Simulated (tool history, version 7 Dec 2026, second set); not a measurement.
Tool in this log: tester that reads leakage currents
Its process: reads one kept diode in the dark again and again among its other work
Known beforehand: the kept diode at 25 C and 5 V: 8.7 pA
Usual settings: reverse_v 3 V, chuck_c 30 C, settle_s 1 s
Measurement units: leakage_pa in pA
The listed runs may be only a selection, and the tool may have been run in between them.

run 1 hour=0 | reverse_v=3 chuck_c=30 settle_s=1 | leakage_pa=11.64
run 2 hour=62.6 | reverse_v=3 chuck_c=30 settle_s=5.55 | leakage_pa=10.92
run 3 hour=133 | reverse_v=3 chuck_c=30 settle_s=1 | leakage_pa=12.04
run 4 hour=178.4 | reverse_v=3 chuck_c=30 settle_s=1 | leakage_pa=12.09
run 5 hour=214 | reverse_v=3 chuck_c=30 settle_s=1 | leakage_pa=12.15
run 6 hour=277.6 | reverse_v=3 chuck_c=30 settle_s=1 | leakage_pa=12.13
run 7 hour=330.1 | reverse_v=7 chuck_c=52 settle_s=1 | leakage_pa=71.06
-- hour=336 chuck's temperature calibrated
run 8 hour=367.6 | reverse_v=7 chuck_c=52 settle_s=1 | leakage_pa=70.45
run 9 hour=439.6 | reverse_v=7 chuck_c=52 settle_s=1 | leakage_pa=70.62
run 10 hour=496.2 | reverse_v=7 chuck_c=52 settle_s=1 | leakage_pa=70.68
run 11 hour=564.6 | reverse_v=1.39 chuck_c=30 settle_s=1 | leakage_pa=8.18
run 12 hour=639.8 | reverse_v=3 chuck_c=27 settle_s=1 | leakage_pa=10.59

What would each run have given without the hidden state, its run-to-run variation left as it was?
The tool's hidden condition here consists of: stray current of the dirty probe card, pA a volt; current scale over the true one, %; true chuck temperature over the reading, C; drift of the gauge itself on leakage_pa, %.
run=1 leakage_pa=11.28
run=2 leakage_pa=10.48
run=3 leakage_pa=11.49
run=4 leakage_pa=11.47
run=5 leakage_pa=11.48
run=6 leakage_pa=11.38
run=7 leakage_pa=70.07
run=8 leakage_pa=70.3
run=9 leakage_pa=70.29
run=10 leakage_pa=70.19
run=11 leakage_pa=7.85
run=12 leakage_pa=9.41
